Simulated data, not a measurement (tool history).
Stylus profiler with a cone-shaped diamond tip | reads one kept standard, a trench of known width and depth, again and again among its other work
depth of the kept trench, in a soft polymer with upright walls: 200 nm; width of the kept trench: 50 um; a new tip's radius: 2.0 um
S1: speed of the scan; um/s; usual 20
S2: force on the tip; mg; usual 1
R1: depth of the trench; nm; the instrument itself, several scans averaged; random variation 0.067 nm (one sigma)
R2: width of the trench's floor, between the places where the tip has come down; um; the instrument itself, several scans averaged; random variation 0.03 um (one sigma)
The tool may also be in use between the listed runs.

run 1 hour=0 | S1=20 S2=1 | R1=201.44 R2=48.06
run 2 hour=11.6 | S1=20 S2=0.39 | R1=200.77 R2=47.96
run 3 hour=25.3 | S1=20 S2=1 | R1=201.48 R2=48.05
run 4 hour=39.7 | S1=20 S2=1 | R1=201.59 R2=48.07
run 5 hour=53.4 | S1=20 S2=1 | R1=201.55 R2=48.07
run 6 hour=67.8 | S1=20 S2=1 | R1=201.64 R2=48.1
run 7 hour=88.6 | S1=20 S2=1 | R1=201.54 R2=48.07
run 8 hour=100.1 | S1=20 S2=1 | R1=201.66 R2=48.04
run 9 hour=113.3 | S1=20 S2=1 | R1=201.54 R2=48.05
run 10 hour=130.6 | S1=55 S2=1 | R1=201.59 R2=47.83
run 11 hour=144.2 | S1=55 S2=1 | R1=201.61 R2=47.85
run 12 hour=163.8 | S1=55 S2=1 | R1=201.53 R2=47.81
run 13 hour=180.1 | S1=55 S2=1 | R1=201.66 R2=47.78
-- hour=181.8 height scale calibrated on a step standard
run 14 hour=199.3 | S1=55 S2=1 | R1=201.58 R2=47.82
run 15 hour=212.3 | S1=7 S2=2.73 | R1=203.06 R2=48.15
run 16 hour=233.3 | S1=56 S2=1.83 | R1=202.38 R2=47.87
run 17 hour=256.9 | S1=17 S2=0.4 | R1=200.74 R2=47.97
-- hour=272.9 height scale calibrated on a step standard, once more
run 18 hour=274 | S1=32 S2=1.26 | R1=201.89 R2=47.97
run 19 hour=291.8 | S1=18 S2=1.08 | R1=201.61 R2=48
run 20 hour=316 | S1=14 S2=0.74 | R1=201.43 R2=48.03
run 21 hour=336.9 | S1=14 S2=0.74 | R1=201.28 R2=48.01
run 22 hour=350.5 | S1=38 S2=0.35 | R1=200.81 R2=47.72
run 23 hour=367.1 | S1=38 S2=2.12 | R1=202.7 R2=47.94

Run 24 comes next. What will it give?
run 24 hour=385.1 | S1=38 S2=2.12 | R1=? R2=?

{"run 24": {"R1": 202.83, "R2": 47.94}}
Without the tool's hidden state the same run would have given R1 202.85 nm, R2 48.07 um.
